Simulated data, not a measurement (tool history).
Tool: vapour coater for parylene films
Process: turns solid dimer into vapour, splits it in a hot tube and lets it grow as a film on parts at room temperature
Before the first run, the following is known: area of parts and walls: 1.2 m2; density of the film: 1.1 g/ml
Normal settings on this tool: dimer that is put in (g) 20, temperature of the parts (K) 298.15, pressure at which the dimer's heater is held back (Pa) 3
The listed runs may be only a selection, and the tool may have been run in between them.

| run | hour | dimer that is put in (g) | temperature of the parts (K) | pressure at which the dimer's heater is held back (Pa) | thickness of the film (µm) |
|---|---|---|---|---|---|
| 1 | 0 | 20 | 298.15 | 3 | 8.53 |
| 2 | 32 | 20 | 298.15 | 3 | 8.44 |
| 3 | 78.7 | 13 | 298.15 | 3 | 5.43 |
| 4 | 123.6 | 20 | 304.15 | 3 | 6.76 |
| 5 | 159.8 | 20 | 298.15 | 4.41 | 7.66 |
| 6 | 195.3 | 20 | 298.15 | 4.41 | 8.03 |
| 7 | 247.1 | 20 | 298.15 | 4.41 | 8.07 |
| 8 | 287.7 | 20 | 298.15 | 4.41 | 7.86 |
| 9 | 339 | 20 | 298.15 | 4.41 | 7.88 |
| 10 | 381.3 | 20 | 298.15 | 4.41 | 7.57 |
| 11 | 440.8 | 20 | 298.15 | 4.41 | 7.59 |
| 12 | 474 | 20 | 298.15 | 3 | 8.09 |
| 13 | 529.2 | 20 | 298.15 | 3 | 8.49 |
| 14 | 573.1 | 20 | 306.15 | 11.17 | 5.06 |
| 15 | 609.5 | 18 | 303.15 | 3.53 | 6.13 |
| 16 | 639.1 | 9 | 298.15 | 4.69 | 3.48 |
| 17 | 692.5 | 24 | 293.15 | 8.74 | 9.81 |
| 18 | 733.4 | 24 | 298.15 | 2.45 | 10.13 |
| 19 | 759.4 | 11 | 292.15 | 4.32 | 5.12 |
| 20 | 789.7 | 11 | 292.15 | 4.32 | 5.42 |
| 21 | 824.7 | 11 | 292.15 | 4.32 | 5.34 |
| 22 | 858.6 | 11 | 292.15 | 4.32 | 5.34 |
| 23 | 901.1 | 16 | 296.15 | 5.42 | 6.45 |
| 24 | 928.5 | 19 | 295.15 | 3 | 8.78 |
| 25 | 982.2 | 19 | 295.15 | 3 | 8.43 |
| 26 | 1034.7 | 32 | 295.15 | 7.03 | 12.65 |

Taken out of this log: 3 entries between the listed runs. Where each belongs, and how the hidden state differs across it:
From run 5 to run 6: trap's valve overhauled (hour 183.6)
  vapour lost through the trap's worn valve, %: 4.1 -> 0.7; true temperature of the parts over the reading, C: 0.08 -> 0.09
  measured value less the no-hidden-state value, thickness of the film (µm): -0.35 -> -0.09
From run 12 to run 13: trap's valve overhauled (hour 481.5)
  vapour lost through the trap's worn valve, %: 4.9 -> 0.9; true temperature of the parts over the reading, C: 0.23 -> 0.25
  measured value less the no-hidden-state value, thickness of the film (µm): -0.49 -> -0.15
From run 19 to run 20: trap's valve overhauled (hour 778.6)
  vapour lost through the trap's worn valve, %: 4.4 -> 0.3; true temperature of the parts over the reading, C: 0.36 -> 0.38
  measured value less the no-hidden-state value, thickness of the film (µm): -0.3 -> -0.09
